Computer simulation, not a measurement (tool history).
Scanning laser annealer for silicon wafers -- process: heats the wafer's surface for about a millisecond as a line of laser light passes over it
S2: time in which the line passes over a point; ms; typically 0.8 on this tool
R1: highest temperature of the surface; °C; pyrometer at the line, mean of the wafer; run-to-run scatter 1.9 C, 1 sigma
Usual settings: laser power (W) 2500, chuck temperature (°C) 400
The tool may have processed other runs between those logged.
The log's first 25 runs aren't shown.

run 26 hour=1584.4 | laser_power_(W)=2273 S2=0.722 chuck_temperature_(°C)=400 | R1=1008
run 27 hour=1627.6 | laser_power_(W)=2273 S2=0.663 chuck_temperature_(°C)=400 | R1=977
-- hour=1658.2 optics aligned, line set to its width
run 28 hour=1688.8 | laser_power_(W)=2273 S2=0.663 chuck_temperature_(°C)=400 | R1=978
run 29 hour=1754.9 | laser_power_(W)=2273 S2=0.91 chuck_temperature_(°C)=429 | R1=1125
run 30 hour=1833.2 | laser_power_(W)=2697 S2=0.568 chuck_temperature_(°C)=435 | R1=1101
run 31 hour=1904.4 | laser_power_(W)=2697 S2=0.568 chuck_temperature_(°C)=435 | R1=1099
run 32 hour=1946.6 | laser_power_(W)=2506 S2=0.869 chuck_temperature_(°C)=406 | R1=1181
run 33 hour=1992.3 | laser_power_(W)=2506 S2=0.869 chuck_temperature_(°C)=406 | R1=1180
run 34 hour=2061.9 | laser_power_(W)=2500 S2=0.8 chuck_temperature_(°C)=409 | R1=1142
run 35 hour=2101.2 | laser_power_(W)=2500 S2=0.8 chuck_temperature_(°C)=409 | R1=1141
run 36 hour=2187.4 | laser_power_(W)=2500 S2=0.684 chuck_temperature_(°C)=408 | R1=1075
run 37 hour=2244.8 | laser_power_(W)=2151 S2=0.684 chuck_temperature_(°C)=408 | R1=953
run 38 hour=2323.4 | laser_power_(W)=2573 S2=0.561 chuck_temperature_(°C)=400 | R1=1019
-- hour=2329.8 window over the wafer cleaned
run 39 hour=2406.4 | laser_power_(W)=2532 S2=0.575 chuck_temperature_(°C)=434 | R1=1045
run 40 hour=2495.3 | laser_power_(W)=2500 S2=0.861 chuck_temperature_(°C)=418 | R1=1183
run 41 hour=2534.3 | laser_power_(W)=2559 S2=0.8 chuck_temperature_(°C)=434 | R1=1190
run 42 hour=2622.5 | laser_power_(W)=2365 S2=0.8 chuck_temperature_(°C)=400 | R1=1080

Here are 3 independent what-if runs from the current tool condition. What would each one return?
run A hour=2666.1 | laser_power_(W)=2575 S2=0.756 chuck_temperature_(°C)=400 | R1=?
run B hour=2666.1 | laser_power_(W)=2500 S2=0.738 chuck_temperature_(°C)=424 | R1=?
run C hour=2666.1 | laser_power_(W)=2530 S2=0.79 chuck_temperature_(°C)=400 | R1=?

run=A R1=1138
run=B R1=1126
run=C R1=1139
With no hidden state in the tool, these same runs would have given:
run=A R1=1139
run=B R1=1126
run=C R1=1140

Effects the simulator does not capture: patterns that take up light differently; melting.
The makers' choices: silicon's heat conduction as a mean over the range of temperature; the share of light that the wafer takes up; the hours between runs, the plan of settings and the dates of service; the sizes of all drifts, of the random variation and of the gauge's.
